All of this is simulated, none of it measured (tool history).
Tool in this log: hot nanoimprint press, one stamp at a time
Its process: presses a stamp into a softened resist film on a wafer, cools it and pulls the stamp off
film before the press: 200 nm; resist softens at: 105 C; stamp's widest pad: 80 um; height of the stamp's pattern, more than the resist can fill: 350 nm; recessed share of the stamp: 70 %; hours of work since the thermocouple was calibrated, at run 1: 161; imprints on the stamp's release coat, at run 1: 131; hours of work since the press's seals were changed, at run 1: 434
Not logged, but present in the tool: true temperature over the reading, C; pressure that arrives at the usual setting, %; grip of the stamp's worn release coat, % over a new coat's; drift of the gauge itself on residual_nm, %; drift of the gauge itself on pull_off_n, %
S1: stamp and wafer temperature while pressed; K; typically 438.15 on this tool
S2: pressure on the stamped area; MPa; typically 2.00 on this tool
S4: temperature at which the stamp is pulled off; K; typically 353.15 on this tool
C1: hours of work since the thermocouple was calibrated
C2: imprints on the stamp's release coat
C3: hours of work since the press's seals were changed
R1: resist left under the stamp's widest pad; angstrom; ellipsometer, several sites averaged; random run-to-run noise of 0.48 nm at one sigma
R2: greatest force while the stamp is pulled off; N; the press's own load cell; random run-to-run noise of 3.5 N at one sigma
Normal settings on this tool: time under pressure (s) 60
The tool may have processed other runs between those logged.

{"run": 1, "day": 0.0, "S1": 438.15, "S2": 2.0, "time under pressure (s)": 60, "S4": 353.15, "C1": 161, "C2": 131, "C3": 434, "R1": 1116, "R2": 167}
{"run": 2, "day": 1.396, "S1": 438.15, "S2": 2.0, "time under pressure (s)": 60, "S4": 353.15, "C1": 177, "C2": 250, "C3": 450, "R1": 1118, "R2": 168}
{"run": 3, "day": 2.208, "S1": 438.15, "S2": 2.0, "time under pressure (s)": 60, "S4": 353.15, "C1": 187, "C2": 318, "C3": 460, "R1": 1115, "R2": 171}
{"run": 4, "day": 3.267, "S1": 438.15, "S2": 2.0, "time under pressure (s)": 60, "S4": 353.15, "C1": 199, "C2": 408, "C3": 472, "R1": 1123, "R2": 166}
{"run": 5, "day": 4.479, "S1": 438.15, "S2": 2.0, "time under pressure (s)": 60, "S4": 353.15, "C1": 214, "C2": 511, "C3": 487, "R1": 1116, "R2": 171}
{"run": 6, "day": 5.512, "S1": 438.15, "S2": 2.0, "time under pressure (s)": 52, "S4": 353.15, "C1": 226, "C2": 598, "C3": 499, "R1": 1161, "R2": 170}
{"run": 7, "day": 6.529, "S1": 438.15, "S2": 2.0, "time under pressure (s)": 56, "S4": 353.15, "C1": 238, "C2": 684, "C3": 511, "R1": 1134, "R2": 171}
{"run": 8, "day": 7.433, "S1": 438.15, "S2": 2.0, "time under pressure (s)": 56, "S4": 353.15, "C1": 249, "C2": 761, "C3": 522, "R1": 1140, "R2": 169}
{"run": 9, "day": 8.542, "S1": 438.15, "S2": 2.0, "time under pressure (s)": 56, "S4": 353.15, "C1": 262, "C2": 854, "C3": 535, "R1": 1142, "R2": 168}
{"day": 9.15, "done": "stamp cleaned and given a new release coat"}
{"run": 10, "day": 10.133, "S1": 438.15, "S2": 2.0, "time under pressure (s)": 56, "S4": 353.15, "C1": 278, "C2": 83, "C3": 551, "R1": 1135, "R2": 175}
{"run": 11, "day": 11.0, "S1": 438.15, "S2": 2.0, "time under pressure (s)": 60, "S4": 353.15, "C1": 288, "C2": 156, "C3": 561, "R1": 1120, "R2": 174}
{"run": 12, "day": 11.825, "S1": 438.15, "S2": 2.0, "time under pressure (s)": 60, "S4": 346.15, "C1": 298, "C2": 226, "C3": 571, "R1": 1117, "R2": 192}
{"run": 13, "day": 13.062, "S1": 438.15, "S2": 2.0, "time under pressure (s)": 60, "S4": 353.15, "C1": 312, "C2": 331, "C3": 586, "R1": 1119, "R2": 176}
{"run": 14, "day": 13.712, "S1": 437.15, "S2": 2.17, "time under pressure (s)": 85, "S4": 339.15, "C1": 320, "C2": 386, "C3": 593, "R1": 1008, "R2": 220}
{"run": 15, "day": 14.562, "S1": 444.15, "S2": 2.68, "time under pressure (s)": 50, "S4": 347.15, "C1": 330, "C2": 458, "C3": 603, "R1": 760, "R2": 190}
{"run": 16, "day": 15.346, "S1": 449.15, "S2": 2.37, "time under pressure (s)": 40, "S4": 353.15, "C1": 339, "C2": 524, "C3": 613, "R1": 697, "R2": 167}
{"run": 17, "day": 16.2, "S1": 433.15, "S2": 2.68, "time under pressure (s)": 31, "S4": 353.15, "C1": 349, "C2": 596, "C3": 623, "R1": 1418, "R2": 166}
{"run": 18, "day": 17.262, "S1": 433.15, "S2": 2.68, "time under pressure (s)": 31, "S4": 353.15, "C1": 362, "C2": 686, "C3": 635, "R1": 1419, "R2": 168}
{"run": 19, "day": 18.662, "S1": 433.15, "S2": 2.68, "time under pressure (s)": 56, "S4": 357.15, "C1": 379, "C2": 805, "C3": 652, "R1": 1241, "R2": 161}
{"run": 20, "day": 19.438, "S1": 433.15, "S2": 2.68, "time under pressure (s)": 39, "S4": 354.15, "C1": 388, "C2": 870, "C3": 661, "R1": 1349, "R2": 173}
{"day": 19.867, "done": "stamp cleaned and given a new release coat"}
{"run": 21, "day": 20.55, "S1": 433.15, "S2": 2.68, "time under pressure (s)": 39, "S4": 354.15, "C1": 398, "C2": 57, "C3": 671, "R1": 1340, "R2": 169}
{"run": 22, "day": 21.854, "S1": 446.15, "S2": 2.68, "time under pressure (s)": 112, "S4": 354.15, "C1": 413, "C2": 168, "C3": 687, "R1": 519, "R2": 169}
{"run": 23, "day": 22.929, "S1": 446.15, "S2": 2.68, "time under pressure (s)": 112, "S4": 354.15, "C1": 426, "C2": 259, "C3": 699, "R1": 521, "R2": 164}
{"day": 23.146, "done": "plate thermocouple calibrated"}
{"run": 24, "day": 24.233, "S1": 448.15, "S2": 1.32, "time under pressure (s)": 66, "S4": 347.15, "C1": 13, "C2": 358, "C3": 713, "R1": 878, "R2": 189}
{"run": 25, "day": 25.262, "S1": 436.15, "S2": 2.0, "time under pressure (s)": 60, "S4": 338.15, "C1": 25, "C2": 446, "C3": 726, "R1": 1214, "R2": 219}
{"run": 26, "day": 26.388, "S1": 448.15, "S2": 1.28, "time under pressure (s)": 116, "S4": 355.15, "C1": 38, "C2": 541, "C3": 739, "R1": 742, "R2": 163}

Take each entry between the runs: how does the hidden state at the last listed run before it differ from the hidden state at the first listed run after it?
In the gap between runs 9 and 10: stamp cleaned and given a new release coat (day 9.150)
  true temperature over the reading, C: 0 -> 0.01; grip of the stamp's worn release coat, % over a new coat's: 0.5 -> 0
In the gap between runs 20 and 21: stamp cleaned and given a new release coat (day 19.867)
  grip of the stamp's worn release coat, % over a new coat's: 0.5 -> 0
In the gap between runs 23 and 24: plate thermocouple calibrated (day 23.146)
  true temperature over the reading, C: 0.01 -> 0; grip of the stamp's worn release coat, % over a new coat's: 0.1 -> 0.2

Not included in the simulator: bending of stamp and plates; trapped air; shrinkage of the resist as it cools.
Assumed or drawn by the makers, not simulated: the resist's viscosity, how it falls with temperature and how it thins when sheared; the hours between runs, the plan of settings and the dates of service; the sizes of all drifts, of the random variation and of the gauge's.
